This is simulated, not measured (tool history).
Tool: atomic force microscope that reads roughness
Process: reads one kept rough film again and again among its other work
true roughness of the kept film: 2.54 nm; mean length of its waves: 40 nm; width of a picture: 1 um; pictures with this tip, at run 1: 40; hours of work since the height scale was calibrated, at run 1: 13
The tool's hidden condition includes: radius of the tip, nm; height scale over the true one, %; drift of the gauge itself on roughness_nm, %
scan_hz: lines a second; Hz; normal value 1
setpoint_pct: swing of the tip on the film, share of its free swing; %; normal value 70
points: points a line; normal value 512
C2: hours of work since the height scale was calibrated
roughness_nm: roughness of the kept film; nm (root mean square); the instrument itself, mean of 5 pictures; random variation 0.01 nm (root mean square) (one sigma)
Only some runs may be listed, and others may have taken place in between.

Run 1, hour 0: usual settings; pictures with this tip 40; C2 13. Result: roughness_nm 2.284 nm (root mean square).
Run 2, hour 15.2: usual settings; pictures with this tip 63; C2 21. Result: roughness_nm 2.269 nm (root mean square).
Run 3, hour 32.6: usual settings but points 326; pictures with this tip 89; C2 29. Result: roughness_nm 2.275 nm (root mean square).
Run 4, hour 50.2: usual settings but points 326; pictures with this tip 116; C2 38. Result: roughness_nm 2.274 nm (root mean square).
Run 5, hour 73.1: usual settings but points 326; pictures with this tip 151; C2 50. Result: roughness_nm 2.285 nm (root mean square).
Run 6, hour 89.8: usual settings; pictures with this tip 176; C2 58. Result: roughness_nm 2.303 nm (root mean square).
Run 7, hour 104.6: usual settings; pictures with this tip 198; C2 65. Result: roughness_nm 2.291 nm (root mean square).
Run 8, hour 120.8: usual settings; pictures with this tip 223; C2 73. Result: roughness_nm 2.282 nm (root mean square).
At hour 137.3: new tip fitted.
Run 9, hour 144.3: usual settings; pictures with this tip 11; C2 85. Result: roughness_nm 2.291 nm (root mean square).
Run 10, hour 155.2: usual settings; pictures with this tip 27; C2 90. Result: roughness_nm 2.276 nm (root mean square).
Run 11, hour 181.2: usual settings; pictures with this tip 66; C2 103. Result: roughness_nm 2.29 nm (root mean square).
Run 12, hour 204: usual settings; pictures with this tip 101; C2 115. Result: roughness_nm 2.272 nm (root mean square).
Run 13, hour 219.7: usual settings; pictures with this tip 124; C2 122. Result: roughness_nm 2.288 nm (root mean square).
Run 14, hour 243.5: usual settings; pictures with this tip 161; C2 134. Result: roughness_nm 2.282 nm (root mean square).
Run 15, hour 268.7: usual settings but scan_hz 0.84 Hz, setpoint_pct 62 %; pictures with this tip 199; C2 147. Result: roughness_nm 2.342 nm (root mean square).
Run 16, hour 285.9: usual settings but scan_hz 3.03 Hz, setpoint_pct 87 %, points 559; pictures with this tip 225; C2 155. Result: roughness_nm 1.688 nm (root mean square).
At hour 300.8: new tip fitted.
Run 17, hour 310.8: usual settings but scan_hz 3.03 Hz, setpoint_pct 87 %, points 420; pictures with this tip 15; C2 167. Result: roughness_nm 1.682 nm (root mean square).
Run 18, hour 322.3: usual settings but scan_hz 3.03 Hz, setpoint_pct 87 %, points 420; pictures with this tip 33; C2 173. Result: roughness_nm 1.687 nm (root mean square).
Run 19, hour 338: usual settings but scan_hz 3.03 Hz, setpoint_pct 87 %, points 959; pictures with this tip 57; C2 181. Result: roughness_nm 1.706 nm (root mean square).
Run 20, hour 362.9: usual settings but scan_hz 2.44 Hz, setpoint_pct 84 %; pictures with this tip 94; C2 193. Result: roughness_nm 1.851 nm (root mean square).
Run 21, hour 375.3: usual settings but scan_hz 2.97 Hz; pictures with this tip 113; C2 200. Result: roughness_nm 2.039 nm (root mean square).
Run 22, hour 395.8: usual settings but scan_hz 1.65 Hz, setpoint_pct 67 %, points 607; pictures with this tip 144; C2 210. Result: roughness_nm 2.238 nm (root mean square).

5 options for the next run, each taken on its own from the tool as it stands now. Forecast them:
Run A, hour 415.8: usual settings but points 968; pictures with this tip 174; C2 220. Result: roughness_nm ?.
Run B, hour 415.8: usual settings but scan_hz 1.07 Hz, setpoint_pct 67 %, points 607; pictures with this tip 174; C2 220. Result: roughness_nm ?.
Run C, hour 415.8: usual settings but scan_hz 1.65 Hz, setpoint_pct 67 %, points 459; pictures with this tip 174; C2 220. Result: roughness_nm ?.
Run D, hour 415.8: usual settings but scan_hz 2.86 Hz, points 477; pictures with this tip 174; C2 220. Result: roughness_nm ?.
Run E, hour 415.8: usual settings but scan_hz 2.27 Hz, setpoint_pct 56 %, points 469; pictures with this tip 174; C2 220. Result: roughness_nm ?.

run  roughness_nm
  A         2.284
  B         2.303
  C          2.21
  D         2.061
  E         2.295
Stripped of hidden state, with their random variation kept, the same runs would have yielded:
run  roughness_nm
  A          2.29
  B         2.308
  C         2.216
  D         2.067
  E         2.301

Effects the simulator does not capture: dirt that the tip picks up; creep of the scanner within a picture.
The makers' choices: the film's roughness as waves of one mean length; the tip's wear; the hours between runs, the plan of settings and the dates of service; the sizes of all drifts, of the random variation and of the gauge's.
